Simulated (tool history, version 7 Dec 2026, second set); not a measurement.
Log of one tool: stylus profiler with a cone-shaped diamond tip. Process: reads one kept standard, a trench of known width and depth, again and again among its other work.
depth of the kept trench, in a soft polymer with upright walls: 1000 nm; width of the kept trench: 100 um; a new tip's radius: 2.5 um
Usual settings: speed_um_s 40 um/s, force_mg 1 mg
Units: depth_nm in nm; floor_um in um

run   hour  speed_um_s  force_mg  depth_nm  floor_um
  1      0          40         1   1003.94     95.46
  2   20.9          40         1    1003.7     95.47
  3   53.2          40         1   1003.72     95.56
  4   88.5          40         1   1003.61     95.49
  5  107.9          40         1   1003.42     95.54
  6  137.3          40      0.72   1002.52     95.42
  7  162.4          40      0.72    1002.8     95.44
  8  190.5          48         1   1003.42     95.38
  9  215.7          48         1    1003.4     95.35
 10  258.9          48         1   1003.63      95.4
 11    298          48         1   1003.48     95.37
 12    322          40      1.45   1004.51     95.45
 13  341.6          40      0.45   1001.77     95.25
 14    375          40         1    1003.4      95.4
 15  396.7          40      0.56   1001.95     95.35
 16  425.1          40      0.56   1002.14     95.35
 17    445          40      0.56      1002      95.3
 18  464.8          27      0.61   1002.32      95.5
 19  491.9          24       0.4   1001.26     95.48
 20  519.2          30      2.47   1007.12     95.66
 21  536.9          17      1.31   1004.41     95.65
 22  576.2          17      1.31   1004.35     95.66
 23  599.5          17      1.31   1004.14     95.66
 24  632.9          40      0.35    1001.1      95.1
 25  672.6          40      0.35    1000.7     95.14
 26  708.7          18      1.73   1005.29     95.66
 27  735.9          41      0.64   1001.83     95.26

Forecast each of these 4 alternatives for the next run:
  A  779.7          44      0.55         ?         ?
  B  779.7          41      1.96         ?         ?
  C  779.7          23      0.82         ?         ?
  D  779.7         119      0.64         ?         ?

run  depth_nm  floor_um
  A   1001.68     95.16
  B   1005.56     95.49
  C   1002.38     95.52
  D   1001.73     94.32
Without the tool's hidden state the same runs would have given:
run  depth_nm  floor_um
  A   1003.07     95.36
  B   1006.95      95.7
  C   1003.76     95.73
  D   1003.11     94.53
